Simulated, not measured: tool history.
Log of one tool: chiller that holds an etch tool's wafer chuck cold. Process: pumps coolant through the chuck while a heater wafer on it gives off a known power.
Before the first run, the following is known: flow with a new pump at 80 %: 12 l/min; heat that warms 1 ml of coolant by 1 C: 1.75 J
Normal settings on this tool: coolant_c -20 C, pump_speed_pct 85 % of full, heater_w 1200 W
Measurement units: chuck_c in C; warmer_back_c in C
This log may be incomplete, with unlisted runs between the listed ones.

| run | day | coolant_c | pump_speed_pct | heater_w | chuck_c | warmer_back_c |
|---|---|---|---|---|---|---|
| 1 | 0.000 | -20 | 85 | 1200 | -6.5 | 3.35 |
| 2 | 1.442 | -20 | 85 | 1200 | -6.3 | 3.29 |
| 3 | 2.171 | -20 | 85 | 1200 | -6.3 | 3.37 |
| 4 | 3.038 | -20 | 85 | 1200 | -6.2 | 3.31 |
| 5 | 3.942 | -20 | 85 | 1200 | -6.3 | 3.27 |
| 6 | 5.417 | -20 | 85 | 1576 | -1.9 | 4.44 |
| 7 | 6.233 | -20 | 85 | 1576 | -1.8 | 4.41 |
| 8 | 7.392 | -20 | 85 | 1576 | -1.7 | 4.41 |
|  | 7.704 | coolant pump overhauled |
| 9 | 8.600 | -20 | 85 | 1576 | -1.3 | 4.49 |
| 10 | 9.696 | -20 | 85 | 1200 | -5.7 | 3.40 |
| 11 | 10.508 | -20 | 85 | 1267 | -5.0 | 3.65 |
|  | 11.092 | coolant pump overhauled, once more |
| 12 | 11.421 | -20 | 65 | 1200 | -3.4 | 4.32 |
| 13 | 12.512 | -18 | 85 | 1200 | -4.4 | 3.20 |
| 14 | 13.442 | -20 | 61 | 1641 | 4.0 | 6.33 |
| 15 | 14.838 | -18 | 73 | 1741 | 4.2 | 5.53 |
| 16 | 15.871 | -11 | 79 | 875 | -0.4 | 2.60 |
| 17 | 16.779 | -11 | 79 | 875 | -0.3 | 2.56 |
| 18 | 17.712 | -11 | 60 | 663 | -1.0 | 2.57 |
| 19 | 18.921 | -13 | 77 | 684 | -4.6 | 2.08 |
| 20 | 20.396 | -13 | 84 | 1111 | -0.2 | 3.04 |
| 21 | 21.462 | -12 | 84 | 849 | -2.3 | 2.31 |
| 22 | 22.275 | -20 | 67 | 1067 | -5.2 | 3.72 |
| 23 | 22.912 | -20 | 90 | 957 | -9.7 | 2.42 |
| 24 | 24.175 | -12 | 68 | 652 | -2.9 | 2.30 |
| 25 | 25.621 | -21 | 86 | 706 | -12.9 | 1.90 |
| 26 | 26.583 | -20 | 85 | 618 | -12.7 | 1.69 |

4 options for the next run, each taken on its own from the tool as it stands now. Forecast them:
| A | 27.471 | -20 | 69 | 618 | ? | ? |
| B | 27.471 | -30 | 85 | 793 | ? | ? |
| C | 27.471 | -29 | 93 | 976 | ? | ? |
| D | 27.471 | -18 | 79 | 1349 | ? | ? |

| run | chuck_c | warmer_back_c |
|---|---|---|
| A | -11.4 | 2.11 |
| B | -20.8 | 2.18 |
| C | -18.5 | 2.37 |
| D | -1.3 | 3.99 |
With no hidden state in the tool, these same runs would have given:
| run | chuck_c | warmer_back_c |
|---|---|---|
| A | -12.2 | 2.09 |
| B | -21.7 | 2.15 |
| C | -19.5 | 2.35 |
| D | -2.8 | 3.96 |
